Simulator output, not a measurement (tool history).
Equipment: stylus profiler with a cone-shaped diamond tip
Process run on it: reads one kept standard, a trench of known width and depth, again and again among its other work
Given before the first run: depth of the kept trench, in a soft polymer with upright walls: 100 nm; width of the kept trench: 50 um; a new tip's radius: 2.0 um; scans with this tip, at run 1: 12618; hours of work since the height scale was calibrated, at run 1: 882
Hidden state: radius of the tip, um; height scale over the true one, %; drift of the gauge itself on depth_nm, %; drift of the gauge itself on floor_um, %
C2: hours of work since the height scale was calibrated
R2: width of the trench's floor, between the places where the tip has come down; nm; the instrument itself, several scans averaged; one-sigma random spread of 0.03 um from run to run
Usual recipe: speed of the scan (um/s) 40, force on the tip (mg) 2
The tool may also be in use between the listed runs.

Run 1, day 0: usual settings; scans with this tip 12618; C2 882. Result: depth of the trench (Å) 1007.2, R2 48420 nm.
Run 2, day 2.079: usual settings; scans with this tip 13182; C2 921. Result: depth of the trench (Å) 1007.7, R2 48480 nm.
Run 3, day 5.604: usual settings; scans with this tip 14140; C2 988. Result: depth of the trench (Å) 1007.7, R2 48480 nm.
At day 7.238: new tip fitted, height scale calibrated.
Run 4, day 7.95: usual settings; scans with this tip 194; C2 13. Result: depth of the trench (Å) 1007.9, R2 48520 nm.
Run 5, day 9.938: usual settings; scans with this tip 734; C2 51. Result: depth of the trench (Å) 1007.8, R2 48450 nm.
Run 6, day 12.354: usual settings; scans with this tip 1390; C2 97. Result: depth of the trench (Å) 1007.2, R2 48520 nm.
Run 7, day 15.996: usual settings; scans with this tip 2379; C2 166. Result: depth of the trench (Å) 1008.5, R2 48520 nm.
Run 8, day 19.596: usual settings; scans with this tip 3357; C2 235. Result: depth of the trench (Å) 1007.8, R2 48500 nm.
Run 9, day 23.183: usual settings; scans with this tip 4331; C2 303. Result: depth of the trench (Å) 1008, R2 48450 nm.
Run 10, day 25.117: usual settings; scans with this tip 4856; C2 339. Result: depth of the trench (Å) 1007.9, R2 48520 nm.
Run 11, day 28.958: usual settings; scans with this tip 5899; C2 412. Result: depth of the trench (Å) 1006.8, R2 48450 nm.
Run 12, day 32.925: usual settings; scans with this tip 6977; C2 487. Result: depth of the trench (Å) 1007.4, R2 48470 nm.
Run 13, day 34.596: usual settings; scans with this tip 7430; C2 519. Result: depth of the trench (Å) 1007.5, R2 48510 nm.
Run 14, day 36.371: usual settings but speed of the scan (um/s) 27, force on the tip (mg) 2.51; scans with this tip 7913; C2 553. Result: depth of the trench (Å) 1008.9, R2 48560 nm.
Run 15, day 39.529: usual settings but speed of the scan (um/s) 27, force on the tip (mg) 2.51; scans with this tip 8770; C2 613. Result: depth of the trench (Å) 1008.4, R2 48570 nm.
Run 16, day 42.412: usual settings but speed of the scan (um/s) 36, force on the tip (mg) 3.55; scans with this tip 9554; C2 668. Result: depth of the trench (Å) 1010.9, R2 48570 nm.
Run 17, day 44.492: usual settings but speed of the scan (um/s) 16; scans with this tip 10118; C2 707. Result: depth of the trench (Å) 1007.7, R2 48670 nm.
Run 18, day 47.275: usual settings but speed of the scan (um/s) 16; scans with this tip 10875; C2 760. Result: depth of the trench (Å) 1007.4, R2 48610 nm.
Run 19, day 50.771: usual settings but speed of the scan (um/s) 64; scans with this tip 11824; C2 826. Result: depth of the trench (Å) 1008.3, R2 48320 nm.
Run 20, day 54.021: usual settings but speed of the scan (um/s) 74; scans with this tip 12706; C2 888. Result: depth of the trench (Å) 1008.2, R2 48230 nm.
Run 21, day 56.171: usual settings but speed of the scan (um/s) 46, force on the tip (mg) 3.24; scans with this tip 13290; C2 929. Result: depth of the trench (Å) 1010.8, R2 48520 nm.
Run 22, day 59.671: usual settings but speed of the scan (um/s) 50, force on the tip (mg) 1.51; scans with this tip 14240; C2 995. Result: depth of the trench (Å) 1005.8, R2 48310 nm.
At day 61.029: new tip fitted, height scale calibrated.
Run 23, day 63.375: usual settings but speed of the scan (um/s) 24, force on the tip (mg) 5.66; scans with this tip 637; C2 44. Result: depth of the trench (Å) 1015.5, R2 48670 nm.
Run 24, day 65.4: usual settings but force on the tip (mg) 2.49; scans with this tip 1187; C2 83. Result: depth of the trench (Å) 1009.5, R2 48480 nm.
Run 25, day 67.275: usual settings but speed of the scan (um/s) 35; scans with this tip 1696; C2 118. Result: depth of the trench (Å) 1007.9, R2 48510 nm.

How the hidden state differs across the entries between the runs, from the last listed run before each to the first after it:
Run 3 -> run 4: new tip fitted, height scale calibrated (day 7.238)
  radius of the tip, um: 2.07 -> 2; height scale over the true one, %: 0.01 -> -0.001
Run 22 -> run 23: new tip fitted, height scale calibrated (day 61.029)
  radius of the tip, um: 2.07 -> 2; height scale over the true one, %: 0.01 -> 0
